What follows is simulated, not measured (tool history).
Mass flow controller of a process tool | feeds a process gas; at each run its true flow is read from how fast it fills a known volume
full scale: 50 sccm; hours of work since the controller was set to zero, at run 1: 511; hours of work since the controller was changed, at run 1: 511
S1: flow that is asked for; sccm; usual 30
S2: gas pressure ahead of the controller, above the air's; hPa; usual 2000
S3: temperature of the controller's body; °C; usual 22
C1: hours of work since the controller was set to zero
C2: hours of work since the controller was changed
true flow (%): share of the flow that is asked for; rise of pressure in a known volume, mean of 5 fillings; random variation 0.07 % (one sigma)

run 1 hour=0 | S1=30 S2=2000 S3=22 | C1=511 C2=511 | true_flow_(%)=99.42
run 2 hour=122.2 | S1=30 S2=2000 S3=22 | C1=568 C2=568 | true_flow_(%)=99.29
run 3 hour=367 | S1=30 S2=2000 S3=22 | C1=684 C2=684 | true_flow_(%)=99.39
run 4 hour=501.6 | S1=30 S2=2000 S3=22 | C1=747 C2=747 | true_flow_(%)=99.54
run 5 hour=736.6 | S1=30 S2=2000 S3=22 | C1=858 C2=858 | true_flow_(%)=99.56
run 6 hour=928.2 | S1=30 S2=2000 S3=22 | C1=948 C2=948 | true_flow_(%)=99.53
run 7 hour=1147.6 | S1=30 S2=2000 S3=22 | C1=1052 C2=1052 | true_flow_(%)=99.63
run 8 hour=1307.8 | S1=30 S2=1630 S3=22 | C1=1127 C2=1127 | true_flow_(%)=99.65
run 9 hour=1414.2 | S1=30 S2=1630 S3=22 | C1=1177 C2=1177 | true_flow_(%)=99.88
run 10 hour=1613.6 | S1=30 S2=2000 S3=22 | C1=1271 C2=1271 | true_flow_(%)=99.68
run 11 hour=1824.7 | S1=30 S2=2000 S3=22 | C1=1371 C2=1371 | true_flow_(%)=99.83
run 12 hour=2058.1 | S1=30 S2=2000 S3=22 | C1=1481 C2=1481 | true_flow_(%)=99.88
run 13 hour=2183.3 | S1=30 S2=2000 S3=22 | C1=1540 C2=1540 | true_flow_(%)=99.78
run 14 hour=2290.3 | S1=30 S2=2000 S3=22 | C1=1590 C2=1590 | true_flow_(%)=99.85
run 15 hour=2514.3 | S1=30 S2=2000 S3=22 | C1=1696 C2=1696 | true_flow_(%)=100
run 16 hour=2760.6 | S1=30 S2=2000 S3=22 | C1=1812 C2=1812 | true_flow_(%)=99.97
run 17 hour=2926.3 | S1=30 S2=2000 S3=22 | C1=1890 C2=1890 | true_flow_(%)=100.03
run 18 hour=3109.3 | S1=30 S2=2000 S3=22 | C1=1977 C2=1977 | true_flow_(%)=100.01
run 19 hour=3298.9 | S1=30 S2=2000 S3=22 | C1=2066 C2=2066 | true_flow_(%)=100.29
run 20 hour=3443 | S1=30 S2=2000 S3=22 | C1=2134 C2=2134 | true_flow_(%)=100.13
run 21 hour=3675.4 | S1=30 S2=2490 S3=22 | C1=2244 C2=2244 | true_flow_(%)=99.96
run 22 hour=3889.1 | S1=30 S2=2000 S3=22 | C1=2344 C2=2344 | true_flow_(%)=100.42
run 23 hour=4141.4 | S1=30 S2=2000 S3=22 | C1=2463 C2=2463 | true_flow_(%)=100.43
run 24 hour=4257.2 | S1=30 S2=2000 S3=22 | C1=2518 C2=2518 | true_flow_(%)=100.28
run 25 hour=4492 | S1=14 S2=1850 S3=23 | C1=2629 C2=2629 | true_flow_(%)=100.52
run 26 hour=4715.2 | S1=14 S2=2000 S3=32 | C1=2734 C2=2734 | true_flow_(%)=100.31
run 27 hour=4831.9 | S1=7 S2=1570 S3=23 | C1=2789 C2=2789 | true_flow_(%)=102.73
run 28 hour=4976.6 | S1=7 S2=1570 S3=23 | C1=2857 C2=2857 | true_flow_(%)=102.84
run 29 hour=5172 | S1=8 S2=2360 S3=25 | C1=2949 C2=2949 | true_flow_(%)=102.1
run 30 hour=5417 | S1=11 S2=1770 S3=31 | C1=3065 C2=3065 | true_flow_(%)=101.35
run 31 hour=5596.8 | S1=10 S2=1820 S3=21 | C1=3149 C2=3149 | true_flow_(%)=101.91
run 32 hour=5789 | S1=10 S2=1820 S3=21 | C1=3240 C2=3240 | true_flow_(%)=102.27
run 33 hour=5949.5 | S1=10 S2=1820 S3=22 | C1=3316 C2=3316 | true_flow_(%)=102.23
run 34 hour=6155.2 | S1=10 S2=1820 S3=21 | C1=3413 C2=3413 | true_flow_(%)=102.38
run 35 hour=6266 | S1=10 S2=1820 S3=21 | C1=3465 C2=3465 | true_flow_(%)=102.33
run 36 hour=6454.7 | S1=10 S2=2580 S3=21 | C1=3554 C2=3554 | true_flow_(%)=102.16
run 37 hour=6635.8 | S1=10 S2=2580 S3=21 | C1=3639 C2=3639 | true_flow_(%)=102.35
run 38 hour=6823.9 | S1=26 S2=1790 S3=21 | C1=3728 C2=3728 | true_flow_(%)=101.11
run 39 hour=6951.4 | S1=26 S2=1790 S3=21 | C1=3788 C2=3788 | true_flow_(%)=101.07
run 40 hour=7185.5 | S1=17 S2=2100 S3=36 | C1=3899 C2=3899 | true_flow_(%)=100.8
run 41 hour=7433 | S1=44 S2=1970 S3=38 | C1=4015 C2=4015 | true_flow_(%)=100.91
run 42 hour=7644.7 | S1=30 S2=2600 S3=22 | C1=4115 C2=4115 | true_flow_(%)=100.86
run 43 hour=7903.1 | S1=8 S2=1840 S3=22 | C1=4237 C2=4237 | true_flow_(%)=104.21
run 44 hour=8019.7 | S1=18 S2=2630 S3=33 | C1=4292 C2=4292 | true_flow_(%)=100.97
run 45 hour=8188.8 | S1=8 S2=2350 S3=22 | C1=4372 C2=4372 | true_flow_(%)=104.14
run 46 hour=8312.1 | S1=20 S2=1520 S3=22 | C1=4430 C2=4430 | true_flow_(%)=101.96
run 47 hour=8416.4 | S1=36 S2=2000 S3=34 | C1=4479 C2=4479 | true_flow_(%)=100.95
run 48 hour=8593.9 | S1=36 S2=2000 S3=34 | C1=4563 C2=4563 | true_flow_(%)=100.99

The same runs without the tool's hidden state, with the same run-to-run variation:
The hidden state here: flow at rest that the sensor doesn't see, % of full scale; true flow over the shown one, %; drift of the gauge itself on true_pct, %.
run=1 true_flow_(%)=99.25
run=2 true_flow_(%)=99.1
run=3 true_flow_(%)=99.13
run=4 true_flow_(%)=99.25
run=5 true_flow_(%)=99.2
run=6 true_flow_(%)=99.12
run=7 true_flow_(%)=99.16
run=8 true_flow_(%)=99.14
run=9 true_flow_(%)=99.35
run=10 true_flow_(%)=99.09
run=11 true_flow_(%)=99.18
run=12 true_flow_(%)=99.18
run=13 true_flow_(%)=99.05
run=14 true_flow_(%)=99.09
run=15 true_flow_(%)=99.19
run=16 true_flow_(%)=99.1
run=17 true_flow_(%)=99.11
run=18 true_flow_(%)=99.03
run=19 true_flow_(%)=99.27
run=20 true_flow_(%)=99.07
run=21 true_flow_(%)=98.84
run=22 true_flow_(%)=99.24
run=23 true_flow_(%)=99.18
run=24 true_flow_(%)=99.01
run=25 true_flow_(%)=98.15
run=26 true_flow_(%)=97.84
run=27 true_flow_(%)=98.13
run=28 true_flow_(%)=98.13
run=29 true_flow_(%)=97.77
run=30 true_flow_(%)=97.93
run=31 true_flow_(%)=98.1
run=32 true_flow_(%)=98.35
run=33 true_flow_(%)=98.23
run=34 true_flow_(%)=98.26
run=35 true_flow_(%)=98.15
run=36 true_flow_(%)=97.88
run=37 true_flow_(%)=97.97
run=38 true_flow_(%)=98.99
run=39 true_flow_(%)=98.92
run=40 true_flow_(%)=97.76
run=41 true_flow_(%)=99.27
run=42 true_flow_(%)=98.72
run=43 true_flow_(%)=98.02
run=44 true_flow_(%)=97.76
run=45 true_flow_(%)=97.75
run=46 true_flow_(%)=98.89
run=47 true_flow_(%)=98.87
run=48 true_flow_(%)=98.87
